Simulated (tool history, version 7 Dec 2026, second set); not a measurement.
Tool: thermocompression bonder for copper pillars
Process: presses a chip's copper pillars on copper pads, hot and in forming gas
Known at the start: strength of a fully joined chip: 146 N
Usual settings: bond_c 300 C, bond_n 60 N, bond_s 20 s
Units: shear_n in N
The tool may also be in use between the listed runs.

run 1 day=0 | bond_c=300 bond_n=60 bond_s=20 | shear_n=53.4
run 2 day=0.371 | bond_c=300 bond_n=60 bond_s=20 | shear_n=51.8
run 3 day=0.608 | bond_c=284 bond_n=60 bond_s=20 | shear_n=43.5
run 4 day=0.892 | bond_c=300 bond_n=61 bond_s=20 | shear_n=52.7
-- day=0.958 forming gas filter changed
run 5 day=1.162 | bond_c=300 bond_n=61 bond_s=20 | shear_n=54.4
run 6 day=1.442 | bond_c=300 bond_n=61 bond_s=20 | shear_n=53.6
run 7 day=1.821 | bond_c=306 bond_n=46 bond_s=19 | shear_n=42.2
run 8 day=2.233 | bond_c=286 bond_n=60 bond_s=41 | shear_n=61.6

Run 9 comes next. What will it give?
run 9 day=2.662 | bond_c=316 bond_n=60 bond_s=29 | shear_n=?

Run 9 gave shear_n 69.8 N.
Without the tool's hidden state the same run would have given shear_n 72.5 N.
